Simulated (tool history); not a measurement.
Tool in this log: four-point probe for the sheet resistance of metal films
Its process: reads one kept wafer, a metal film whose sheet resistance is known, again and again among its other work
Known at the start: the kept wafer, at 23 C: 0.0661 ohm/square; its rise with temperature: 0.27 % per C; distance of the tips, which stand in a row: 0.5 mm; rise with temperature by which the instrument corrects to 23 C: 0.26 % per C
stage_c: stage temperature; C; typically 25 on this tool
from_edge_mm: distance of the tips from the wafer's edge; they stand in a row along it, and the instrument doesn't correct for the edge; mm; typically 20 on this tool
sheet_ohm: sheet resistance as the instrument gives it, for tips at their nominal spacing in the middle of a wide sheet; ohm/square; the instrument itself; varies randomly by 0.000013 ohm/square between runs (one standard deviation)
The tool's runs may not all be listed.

run 1 day=0 | stage_c=25 from_edge_mm=20 | sheet_ohm=0.06601
run 2 day=0.954 | stage_c=25 from_edge_mm=20 | sheet_ohm=0.066026
run 3 day=1.529 | stage_c=25 from_edge_mm=20 | sheet_ohm=0.066016
run 4 day=2.1 | stage_c=25 from_edge_mm=20 | sheet_ohm=0.066012
run 5 day=3.012 | stage_c=25 from_edge_mm=20 | sheet_ohm=0.066007
run 6 day=3.683 | stage_c=25 from_edge_mm=20 | sheet_ohm=0.066033
run 7 day=4.479 | stage_c=25 from_edge_mm=20 | sheet_ohm=0.065995
run 8 day=5.283 | stage_c=25 from_edge_mm=20 | sheet_ohm=0.065995
run 9 day=5.775 | stage_c=25 from_edge_mm=20 | sheet_ohm=0.066004
run 10 day=6.221 | stage_c=29 from_edge_mm=20 | sheet_ohm=0.065996
run 11 day=7 | stage_c=20 from_edge_mm=20 | sheet_ohm=0.065988
run 12 day=7.65 | stage_c=20 from_edge_mm=20 | sheet_ohm=0.065992
run 13 day=8.292 | stage_c=20 from_edge_mm=6 | sheet_ohm=0.066213
run 14 day=8.988 | stage_c=20 from_edge_mm=6 | sheet_ohm=0.066219
run 15 day=9.971 | stage_c=20 from_edge_mm=6 | sheet_ohm=0.066217
run 16 day=10.721 | stage_c=20 from_edge_mm=6 | sheet_ohm=0.066213
run 17 day=11.35 | stage_c=25 from_edge_mm=12 | sheet_ohm=0.066044
run 18 day=12.1 | stage_c=25 from_edge_mm=6 | sheet_ohm=0.066205
run 19 day=12.933 | stage_c=25 from_edge_mm=6 | sheet_ohm=0.066214
run 20 day=13.575 | stage_c=25 from_edge_mm=6 | sheet_ohm=0.066223
run 21 day=14.183 | stage_c=32 from_edge_mm=9 | sheet_ohm=0.066109
run 22 day=15.083 | stage_c=32 from_edge_mm=9 | sheet_ohm=0.066123
run 23 day=15.625 | stage_c=33 from_edge_mm=32 | sheet_ohm=0.066034
run 24 day=16.471 | stage_c=18 from_edge_mm=34 | sheet_ohm=0.065935
run 25 day=16.904 | stage_c=32 from_edge_mm=21 | sheet_ohm=0.066011
run 26 day=17.825 | stage_c=32 from_edge_mm=21 | sheet_ohm=0.066012
run 27 day=18.754 | stage_c=19 from_edge_mm=58 | sheet_ohm=0.065951
run 28 day=19.212 | stage_c=31 from_edge_mm=8 | sheet_ohm=0.066125
run 29 day=19.65 | stage_c=29 from_edge_mm=16 | sheet_ohm=0.066008
run 30 day=20.525 | stage_c=34 from_edge_mm=5 | sheet_ohm=0.066371
run 31 day=21.25 | stage_c=26 from_edge_mm=57 | sheet_ohm=0.065995
run 32 day=22.146 | stage_c=26 from_edge_mm=57 | sheet_ohm=0.065957
run 33 day=23.129 | stage_c=21 from_edge_mm=14 | sheet_ohm=0.066
run 34 day=23.692 | stage_c=31 from_edge_mm=25 | sheet_ohm=0.066016
run 35 day=24.471 | stage_c=31 from_edge_mm=25 | sheet_ohm=0.065998
run 36 day=25.021 | stage_c=20 from_edge_mm=25 | sheet_ohm=0.065931

Forecast each of these 4 alternatives for the next run:
run A day=25.462 | stage_c=26 from_edge_mm=6 | sheet_ohm=?
run B day=25.462 | stage_c=32 from_edge_mm=47 | sheet_ohm=?
run C day=25.462 | stage_c=20 from_edge_mm=11 | sheet_ohm=?
run D day=25.462 | stage_c=24 from_edge_mm=66 | sheet_ohm=?

run=A sheet_ohm=0.066212
run=B sheet_ohm=0.065974
run=C sheet_ohm=0.065985
run=D sheet_ohm=0.065964
Had the tool no hidden state, the same runs would have come out as:
run=A sheet_ohm=0.066369
run=B sheet_ohm=0.066131
run=C sheet_ohm=0.066141
run=D sheet_ohm=0.066121

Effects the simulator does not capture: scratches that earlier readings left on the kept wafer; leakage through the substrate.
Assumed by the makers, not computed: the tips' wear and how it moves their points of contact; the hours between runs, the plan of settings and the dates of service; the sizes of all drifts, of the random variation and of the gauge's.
